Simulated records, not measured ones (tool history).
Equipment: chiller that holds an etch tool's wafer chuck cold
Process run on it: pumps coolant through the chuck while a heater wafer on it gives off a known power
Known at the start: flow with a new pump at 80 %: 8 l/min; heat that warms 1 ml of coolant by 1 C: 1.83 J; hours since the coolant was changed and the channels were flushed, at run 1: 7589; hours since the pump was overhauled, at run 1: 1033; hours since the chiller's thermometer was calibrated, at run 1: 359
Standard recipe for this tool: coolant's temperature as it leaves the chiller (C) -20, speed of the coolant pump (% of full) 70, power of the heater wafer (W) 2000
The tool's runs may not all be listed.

run	day	coolant's temperature as it leaves the chiller (C)	speed of the coolant pump (% of full)	power of the heater wafer (W)	hours since the coolant was changed and the channels were flushed	hours since the pump was overhauled	hours since the chiller's thermometer was calibrated	chuck's temperature once it has settled (C)	how much warmer the coolant comes back (C)
1	0	-20	70	2000	7589	1033	359	-0.6	9.56
2	1.308	-20	70	2000	7620	1064	390	-0.5	9.61
3	2.642	-20	70	2000	7652	1096	422	-0.6	9.57
4	4.433	-20	70	2000	7695	1139	465	-0.4	9.62
5	5.3	-20	70	1160	7716	1160	486	-8.7	5.53
6	6.162	-20	70	1688	7736	1181	507	-3.6	8.05
7	7.592	-15	70	2000	7771	1215	541	4.7	9.54
8	8.946	-15	70	2000	7803	1248	573	4.7	9.59
9	10.233	-20	70	2000	7834	1278	604	-0.1	9.61
10	12.088	-20	79	2000	7879	1323	649	-2.1	8.39
11	13.804	-20	79	2000	7920	1364	690	-2.1	8.38
12	15.875	-20	70	2000	7970	1414	740	-0.3	9.63
# day 16.096: chiller's thermometer calibrated
13	17.283	-20	70	2000	8002	1447	28	-0.2	9.67
# day 18.562: coolant changed, channels flushed
14	18.646	-20	70	2000	2	1473	55	-2.5	9.62
15	20.033	-20	70	1502	35	1507	88	-6.8	7.28
16	21.392	-20	70	2000	68	1539	121	-2.5	9.6
# day 21.983: chiller's thermometer calibrated, once more
17	23.096	-20	69	1189	108	1579	27	-9.4	5.83
18	24.542	-27	74	1286	143	1614	61	-16.3	5.87
19	25.683	-12	67	1731	170	1641	89	3.9	8.8
20	27.242	-12	67	1731	207	1679	126	3.8	8.82
21	29.288	-12	78	1731	256	1728	175	2	7.45
22	31.35	-12	78	1731	306	1777	225	2	7.44
23	33.021	-12	81	1405	346	1817	265	-0.9	5.79
24	34.262	-29	70	2000	376	1847	295	-11.4	9.75
25	36.025	-28	70	2000	418	1889	337	-10.3	9.69
26	37.342	-25	70	1305	450	1921	369	-13.5	6.29
27	38.488	-15	70	1305	477	1949	396	-3.3	6.38
28	40.038	-15	70	1305	514	1986	433	-3.5	6.36
29	41.683	-20	100	2981	554	2025	473	-0.1	9.89
30	43.762	-24	91	2025	604	2075	523	-9.7	7.5
31	45.196	-30	91	1931	638	2110	557	-16.1	7.05

Forecast each of these 3 alternatives for the next run:
A	47.121	-30	89	1931	684	2156	603	?	?
B	47.121	-12	70	1283	684	2156	603	?	?
C	47.121	-30	76	1292	684	2156	603	?	?

run	chuck's temperature once it has settled (C)	how much warmer the coolant comes back (C)
A	-15.6	7.28
B	-0.6	6.25
C	-19	5.78
Had the tool no hidden state, the same runs would have come out as:
run	chuck's temperature once it has settled (C)	how much warmer the coolant comes back (C)
A	-16.2	7.06
B	-1.1	6.07
C	-19.5	5.62

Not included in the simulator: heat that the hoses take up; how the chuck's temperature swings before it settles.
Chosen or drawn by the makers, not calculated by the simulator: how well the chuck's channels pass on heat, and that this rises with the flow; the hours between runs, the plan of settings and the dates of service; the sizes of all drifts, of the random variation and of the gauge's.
